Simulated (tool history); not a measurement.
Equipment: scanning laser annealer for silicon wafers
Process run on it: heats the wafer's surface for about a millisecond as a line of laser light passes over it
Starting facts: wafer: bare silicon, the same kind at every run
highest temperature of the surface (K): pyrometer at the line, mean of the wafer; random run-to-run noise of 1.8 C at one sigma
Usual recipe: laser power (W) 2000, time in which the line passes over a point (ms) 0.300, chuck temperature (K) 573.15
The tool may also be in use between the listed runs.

| run | hour | laser power (W) | time in which the line passes over a point (ms) | chuck temperature (K) | highest temperature of the surface (K) |
|---|---|---|---|---|---|
| 1 | 0.0 | 2000 | 0.300 | 573.15 | 1290.15 |
| 2 | 39.6 | 2000 | 0.300 | 573.15 | 1291.15 |
| 3 | 88.7 | 2000 | 0.300 | 573.15 | 1286.15 |
| 4 | 123.7 | 1936 | 0.300 | 573.15 | 1260.15 |
| 5 | 153.5 | 1936 | 0.300 | 573.15 | 1260.15 |
| 6 | 180.4 | 2000 | 0.282 | 573.15 | 1261.15 |
| 7 | 210.7 | 2000 | 0.282 | 573.15 | 1262.15 |
| 8 | 258.3 | 2000 | 0.282 | 573.15 | 1262.15 |
| 9 | 295.8 | 2000 | 0.282 | 573.15 | 1257.15 |
| 10 | 331.5 | 2000 | 0.282 | 573.15 | 1256.15 |
| 11 | 356.0 | 2000 | 0.282 | 573.15 | 1259.15 |
| 12 | 384.6 | 2000 | 0.282 | 573.15 | 1255.15 |
| 13 | 436.0 | 2000 | 0.282 | 573.15 | 1251.15 |
| 14 | 459.7 | 2000 | 0.282 | 573.15 | 1250.15 |
|  | 478.9 | optics aligned, line set to its width |
| 15 | 492.4 | 2000 | 0.282 | 573.15 | 1265.15 |
| 16 | 534.5 | 2091 | 0.300 | 573.15 | 1327.15 |
| 17 | 561.3 | 1789 | 0.300 | 573.15 | 1203.15 |
| 18 | 601.9 | 1789 | 0.300 | 573.15 | 1199.15 |
| 19 | 627.2 | 1789 | 0.300 | 573.15 | 1201.15 |
| 20 | 651.4 | 1789 | 0.300 | 573.15 | 1199.15 |
| 21 | 698.8 | 2038 | 0.256 | 573.15 | 1236.15 |
|  | 725.3 | window over the wafer cleaned |
| 22 | 736.5 | 2038 | 0.256 | 573.15 | 1257.15 |
| 23 | 771.6 | 2030 | 0.221 | 587.15 | 1212.15 |
| 24 | 823.1 | 2030 | 0.221 | 587.15 | 1210.15 |
| 25 | 849.1 | 2030 | 0.221 | 587.15 | 1210.15 |
| 26 | 893.1 | 2187 | 0.221 | 605.15 | 1284.15 |

Predict the results of run 27:
| 27 | 930.7 | 2128 | 0.354 | 593.15 | ? |

{"run 27": {"highest temperature of the surface (K)": 1440.15}}
With no hidden state in the tool, this same run would have given highest temperature of the surface (K) 1464.15.
